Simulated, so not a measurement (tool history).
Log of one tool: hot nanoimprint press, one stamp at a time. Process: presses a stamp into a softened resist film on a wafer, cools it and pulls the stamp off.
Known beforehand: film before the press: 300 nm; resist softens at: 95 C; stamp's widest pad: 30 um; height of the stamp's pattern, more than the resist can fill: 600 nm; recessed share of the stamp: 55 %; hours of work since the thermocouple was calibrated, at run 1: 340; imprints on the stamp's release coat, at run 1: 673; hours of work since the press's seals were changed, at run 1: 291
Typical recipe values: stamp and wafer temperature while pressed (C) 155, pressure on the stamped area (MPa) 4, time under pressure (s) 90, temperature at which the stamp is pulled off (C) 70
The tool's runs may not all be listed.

| run | hour | stamp and wafer temperature while pressed (C) | pressure on the stamped area (MPa) | time under pressure (s) | temperature at which the stamp is pulled off (C) | hours of work since the thermocouple was calibrated | imprints on the stamp's release coat | hours of work since the press's seals were changed | resist left under the stamp's widest pad (Å) | greatest force while the stamp is pulled off (N) |
|---|---|---|---|---|---|---|---|---|---|---|
| 1 | 0 | 155 | 4 | 90 | 70 | 340 | 673 | 291 | 1431 | 145 |
| 2 | 33.4 | 165 | 4 | 90 | 70 | 366 | 756 | 317 | 1037 | 146 |
|  | 48.4 | stamp cleaned and given a new release coat |
| 3 | 62.6 | 165 | 4 | 90 | 70 | 384 | 36 | 335 | 1038 | 140 |
| 4 | 95.7 | 165 | 4 | 90 | 70 | 410 | 118 | 361 | 1037 | 144 |
| 5 | 119.2 | 155 | 4 | 90 | 70 | 428 | 177 | 379 | 1434 | 149 |
| 6 | 140.2 | 155 | 4 | 90 | 70 | 444 | 229 | 395 | 1425 | 140 |
|  | 162.2 | plate thermocouple calibrated |
| 7 | 169.3 | 155 | 4 | 90 | 70 | 6 | 294 | 416 | 1432 | 146 |
| 8 | 203.4 | 155 | 4 | 90 | 70 | 32 | 379 | 442 | 1431 | 143 |
| 9 | 223 | 155 | 4 | 144 | 70 | 47 | 427 | 457 | 1225 | 139 |
| 10 | 262.4 | 155 | 4 | 90 | 70 | 78 | 525 | 488 | 1432 | 146 |
| 11 | 285.3 | 155 | 4 | 90 | 70 | 95 | 582 | 505 | 1431 | 145 |
| 12 | 307.4 | 155 | 4 | 90 | 70 | 112 | 637 | 523 | 1429 | 143 |
| 13 | 329.3 | 155 | 4 | 90 | 70 | 129 | 692 | 539 | 1430 | 145 |
| 14 | 359.6 | 155 | 2.59 | 90 | 70 | 153 | 767 | 563 | 1787 | 143 |
|  | 368.1 | stamp cleaned and given a new release coat |
| 15 | 400.7 | 155 | 2.59 | 90 | 70 | 180 | 81 | 590 | 1782 | 141 |
| 16 | 438.1 | 164 | 4 | 90 | 70 | 209 | 175 | 619 | 1072 | 144 |
| 17 | 457.1 | 164 | 4 | 90 | 70 | 224 | 222 | 634 | 1073 | 144 |
| 18 | 493.3 | 150 | 4 | 55 | 76 | 252 | 312 | 662 | 1927 | 133 |
| 19 | 518.4 | 153 | 3.38 | 90 | 70 | 271 | 374 | 681 | 1668 | 147 |
| 20 | 555 | 153 | 3.38 | 90 | 70 | 300 | 465 | 710 | 1664 | 143 |
|  | 576.2 | press's hydraulic seals changed and the load cell set to zero |
| 21 | 584.6 | 153 | 3.38 | 90 | 70 | 316 | 519 | 6 | 1660 | 145 |
| 22 | 617.4 | 156 | 3.38 | 90 | 70 | 342 | 601 | 32 | 1517 | 148 |
| 23 | 644.5 | 156 | 3.38 | 90 | 70 | 363 | 668 | 53 | 1512 | 144 |
| 24 | 678.5 | 145 | 5.95 | 65 | 70 | 389 | 753 | 79 | 1802 | 144 |
|  | 693.7 | stamp cleaned and given a new release coat |
| 25 | 719.4 | 154 | 4 | 46 | 67 | 416 | 64 | 106 | 1803 | 146 |
| 26 | 740 | 154 | 4 | 47 | 67 | 432 | 115 | 122 | 1797 | 144 |
| 27 | 760.1 | 154 | 4 | 47 | 67 | 448 | 165 | 138 | 1791 | 144 |
|  | 779.2 | plate thermocouple calibrated |
| 28 | 791.9 | 158 | 4 | 46 | 74 | 10 | 236 | 160 | 1611 | 141 |
| 29 | 818.9 | 155 | 4.33 | 90 | 71 | 31 | 304 | 181 | 1371 | 142 |
| 30 | 839.4 | 158 | 3.39 | 90 | 71 | 47 | 355 | 197 | 1424 | 145 |
| 31 | 857.1 | 153 | 6.15 | 90 | 71 | 60 | 399 | 211 | 1208 | 142 |

Below are 3 alternative next runs, each starting from the tool's condition after run 31. Predict each:
| A | 875.2 | 153 | 4 | 141 | 75 | 74 | 444 | 225 | ? | ? |
| B | 875.2 | 153 | 5.07 | 90 | 71 | 74 | 444 | 225 | ? | ? |
| C | 875.2 | 153 | 2.87 | 90 | 71 | 74 | 444 | 225 | ? | ? |

| run | resist left under the stamp's widest pad (Å) | greatest force while the stamp is pulled off (N) |
|---|---|---|
| A | 1321 | 136 |
| B | 1341 | 146 |
| C | 1803 | 141 |
Stripped of hidden state, with their random variation kept, the same runs would have yielded:
| run | resist left under the stamp's widest pad (Å) | greatest force while the stamp is pulled off (N) |
|---|---|---|
| A | 1321 | 135 |
| B | 1341 | 145 |
| C | 1804 | 140 |
